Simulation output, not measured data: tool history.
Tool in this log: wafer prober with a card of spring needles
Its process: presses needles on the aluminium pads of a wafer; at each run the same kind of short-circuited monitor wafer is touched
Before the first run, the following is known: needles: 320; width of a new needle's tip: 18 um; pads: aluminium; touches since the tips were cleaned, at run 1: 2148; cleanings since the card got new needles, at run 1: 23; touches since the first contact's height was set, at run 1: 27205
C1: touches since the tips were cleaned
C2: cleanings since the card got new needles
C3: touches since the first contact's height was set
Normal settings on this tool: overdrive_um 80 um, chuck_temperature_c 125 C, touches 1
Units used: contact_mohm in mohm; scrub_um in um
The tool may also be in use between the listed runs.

{"run": 1, "day": 0.0, "overdrive_um": 80, "chuck_temperature_c": 125, "touches": 1, "C1": 2148, "C2": 23, "C3": 27205, "contact_mohm": 242, "scrub_um": 21.87}
{"run": 2, "day": 1.112, "overdrive_um": 80, "chuck_temperature_c": 125, "touches": 1, "C1": 6003, "C2": 23, "C3": 31060, "contact_mohm": 264, "scrub_um": 21.85}
{"day": 1.417, "done": "tips cleaned on abrasive film"}
{"run": 3, "day": 2.771, "overdrive_um": 80, "chuck_temperature_c": 125, "touches": 1, "C1": 4691, "C2": 24, "C3": 36788, "contact_mohm": 264, "scrub_um": 21.86}
{"day": 3.362, "done": "tips cleaned on abrasive film"}
{"run": 4, "day": 3.733, "overdrive_um": 75, "chuck_temperature_c": 125, "touches": 1, "C1": 1276, "C2": 25, "C3": 40107, "contact_mohm": 238, "scrub_um": 20.43}
{"run": 5, "day": 4.688, "overdrive_um": 75, "chuck_temperature_c": 125, "touches": 2, "C1": 4582, "C2": 25, "C3": 43413, "contact_mohm": 248, "scrub_um": 20.38}
{"day": 5.312, "done": "tips cleaned on abrasive film"}
{"run": 6, "day": 6.388, "overdrive_um": 75, "chuck_temperature_c": 125, "touches": 2, "C1": 3723, "C2": 26, "C3": 49284, "contact_mohm": 243, "scrub_um": 20.41}
{"day": 7.296, "done": "tips cleaned on abrasive film"}
{"run": 7, "day": 7.338, "overdrive_um": 75, "chuck_temperature_c": 125, "touches": 2, "C1": 150, "C2": 27, "C3": 52570, "contact_mohm": 215, "scrub_um": 20.42}
{"run": 8, "day": 8.875, "overdrive_um": 75, "chuck_temperature_c": 125, "touches": 2, "C1": 5479, "C2": 27, "C3": 57899, "contact_mohm": 248, "scrub_um": 20.34}
{"day": 9.271, "done": "tips cleaned on abrasive film"}
{"run": 9, "day": 10.379, "overdrive_um": 75, "chuck_temperature_c": 125, "touches": 2, "C1": 3844, "C2": 28, "C3": 63089, "contact_mohm": 246, "scrub_um": 20.38}
{"day": 11.221, "done": "tips cleaned on abrasive film"}
{"run": 10, "day": 11.288, "overdrive_um": 80, "chuck_temperature_c": 125, "touches": 1, "C1": 238, "C2": 29, "C3": 66227, "contact_mohm": 222, "scrub_um": 21.76}
{"run": 11, "day": 12.558, "overdrive_um": 80, "chuck_temperature_c": 125, "touches": 1, "C1": 4632, "C2": 29, "C3": 70621, "contact_mohm": 263, "scrub_um": 21.77}
{"day": 13.233, "done": "tips cleaned on abrasive film"}
{"run": 12, "day": 14.442, "overdrive_um": 80, "chuck_temperature_c": 125, "touches": 2, "C1": 4186, "C2": 30, "C3": 77129, "contact_mohm": 240, "scrub_um": 21.67}
{"day": 15.25, "done": "tips cleaned on abrasive film"}
{"run": 13, "day": 15.842, "overdrive_um": 80, "chuck_temperature_c": 125, "touches": 1, "C1": 2049, "C2": 31, "C3": 81973, "contact_mohm": 244, "scrub_um": 21.69}
{"day": 17.183, "done": "tips cleaned on abrasive film"}
{"run": 14, "day": 17.721, "overdrive_um": 80, "chuck_temperature_c": 125, "touches": 1, "C1": 1857, "C2": 32, "C3": 88465, "contact_mohm": 237, "scrub_um": 21.65}
{"day": 19.129, "done": "tips cleaned on abrasive film"}
{"run": 15, "day": 19.408, "overdrive_um": 80, "chuck_temperature_c": 125, "touches": 1, "C1": 964, "C2": 33, "C3": 94300, "contact_mohm": 226, "scrub_um": 21.66}
{"run": 16, "day": 20.542, "overdrive_um": 80, "chuck_temperature_c": 125, "touches": 1, "C1": 4895, "C2": 33, "C3": 98231, "contact_mohm": 263, "scrub_um": 21.68}
{"day": 21.162, "done": "tips cleaned on abrasive film"}
{"run": 17, "day": 21.504, "overdrive_um": 80, "chuck_temperature_c": 125, "touches": 1, "C1": 1182, "C2": 34, "C3": 101545, "contact_mohm": 230, "scrub_um": 21.6}
{"run": 18, "day": 22.404, "overdrive_um": 80, "chuck_temperature_c": 56, "touches": 1, "C1": 4295, "C2": 34, "C3": 104658, "contact_mohm": 249, "scrub_um": 21.68}
{"day": 23.267, "done": "tips cleaned on abrasive film"}
{"run": 19, "day": 23.329, "overdrive_um": 80, "chuck_temperature_c": 125, "touches": 2, "C1": 215, "C2": 35, "C3": 107859, "contact_mohm": 214, "scrub_um": 21.65}
{"run": 20, "day": 24.938, "overdrive_um": 80, "chuck_temperature_c": 125, "touches": 2, "C1": 5786, "C2": 35, "C3": 113430, "contact_mohm": 248, "scrub_um": 21.62}
{"day": 25.35, "done": "tips cleaned on abrasive film"}
{"run": 21, "day": 26.079, "overdrive_um": 85, "chuck_temperature_c": 125, "touches": 3, "C1": 2535, "C2": 36, "C3": 117373, "contact_mohm": 220, "scrub_um": 22.88}
{"day": 27.35, "done": "tips cleaned on abrasive film"}
{"run": 22, "day": 27.492, "overdrive_um": 85, "chuck_temperature_c": 125, "touches": 3, "C1": 493, "C2": 37, "C3": 122249, "contact_mohm": 217, "scrub_um": 22.95}
{"day": 29.396, "done": "tips cleaned on abrasive film"}
{"run": 23, "day": 29.512, "overdrive_um": 98, "chuck_temperature_c": 125, "touches": 3, "C1": 401, "C2": 38, "C3": 129229, "contact_mohm": 212, "scrub_um": 26.48}
{"run": 24, "day": 31.317, "overdrive_um": 72, "chuck_temperature_c": 55, "touches": 1, "C1": 6662, "C2": 38, "C3": 135490, "contact_mohm": 288, "scrub_um": 19.24}
{"day": 31.488, "done": "tips cleaned on abrasive film"}
{"run": 25, "day": 32.617, "overdrive_um": 92, "chuck_temperature_c": 86, "touches": 2, "C1": 3900, "C2": 39, "C3": 139967, "contact_mohm": 226, "scrub_um": 24.83}
{"day": 33.483, "done": "tips cleaned on abrasive film"}
{"run": 26, "day": 33.854, "overdrive_um": 92, "chuck_temperature_c": 86, "touches": 2, "C1": 1291, "C2": 40, "C3": 144249, "contact_mohm": 211, "scrub_um": 24.79}
{"day": 35.417, "done": "tips cleaned on abrasive film"}
{"run": 27, "day": 35.417, "overdrive_um": 64, "chuck_temperature_c": 125, "touches": 1, "C1": 0, "C2": 41, "C3": 149640, "contact_mohm": 225, "scrub_um": 17.09}
{"day": 36.396, "done": "height of the first contact set anew"}
{"run": 28, "day": 36.829, "overdrive_um": 72, "chuck_temperature_c": 125, "touches": 1, "C1": 4849, "C2": 41, "C3": 1500, "contact_mohm": 280, "scrub_um": 19.68}
{"day": 37.5, "done": "tips cleaned on abrasive film"}
{"run": 29, "day": 38.3, "overdrive_um": 72, "chuck_temperature_c": 125, "touches": 1, "C1": 2778, "C2": 42, "C3": 6588, "contact_mohm": 255, "scrub_um": 19.68}
{"day": 39.438, "done": "tips cleaned on abrasive film"}
{"run": 30, "day": 39.975, "overdrive_um": 72, "chuck_temperature_c": 125, "touches": 1, "C1": 1859, "C2": 43, "C3": 12368, "contact_mohm": 244, "scrub_um": 19.63}
{"day": 41.371, "done": "tips cleaned on abrasive film"}
{"run": 31, "day": 41.383, "overdrive_um": 92, "chuck_temperature_c": 29, "touches": 1, "C1": 34, "C2": 44, "C3": 17234, "contact_mohm": 190, "scrub_um": 25.12}
{"day": 43.354, "done": "tips cleaned on abrasive film"}
{"run": 32, "day": 43.354, "overdrive_um": 85, "chuck_temperature_c": 91, "touches": 1, "C1": 0, "C2": 45, "C3": 24056, "contact_mohm": 205, "scrub_um": 23.2}

Consider 3 possible next runs. They are alternatives, not a sequence: every one starts from the tool as it was left by run 32. What does each give?
{"run": "A", "day": 45.192, "overdrive_um": 85, "chuck_temperature_c": 86, "touches": 2, "C1": 6368, "C2": 45, "C3": 30424, "contact_mohm": "?", "scrub_um": "?"}
{"run": "B", "day": 45.192, "overdrive_um": 80, "chuck_temperature_c": 28, "touches": 1, "C1": 6368, "C2": 45, "C3": 30424, "contact_mohm": "?", "scrub_um": "?"}
{"run": "C", "day": 45.192, "overdrive_um": 68, "chuck_temperature_c": 125, "touches": 1, "C1": 6368, "C2": 45, "C3": 30424, "contact_mohm": "?", "scrub_um": "?"}

run=A contact_mohm=235 scrub_um=23.17
run=B contact_mohm=257 scrub_um=21.85
run=C contact_mohm=289 scrub_um=18.53
With the hidden condition removed and each run's random variation left untouched, the same runs would have given:
run=A contact_mohm=200 scrub_um=23.24
run=B contact_mohm=186 scrub_um=21.92
run=C contact_mohm=208 scrub_um=18.6

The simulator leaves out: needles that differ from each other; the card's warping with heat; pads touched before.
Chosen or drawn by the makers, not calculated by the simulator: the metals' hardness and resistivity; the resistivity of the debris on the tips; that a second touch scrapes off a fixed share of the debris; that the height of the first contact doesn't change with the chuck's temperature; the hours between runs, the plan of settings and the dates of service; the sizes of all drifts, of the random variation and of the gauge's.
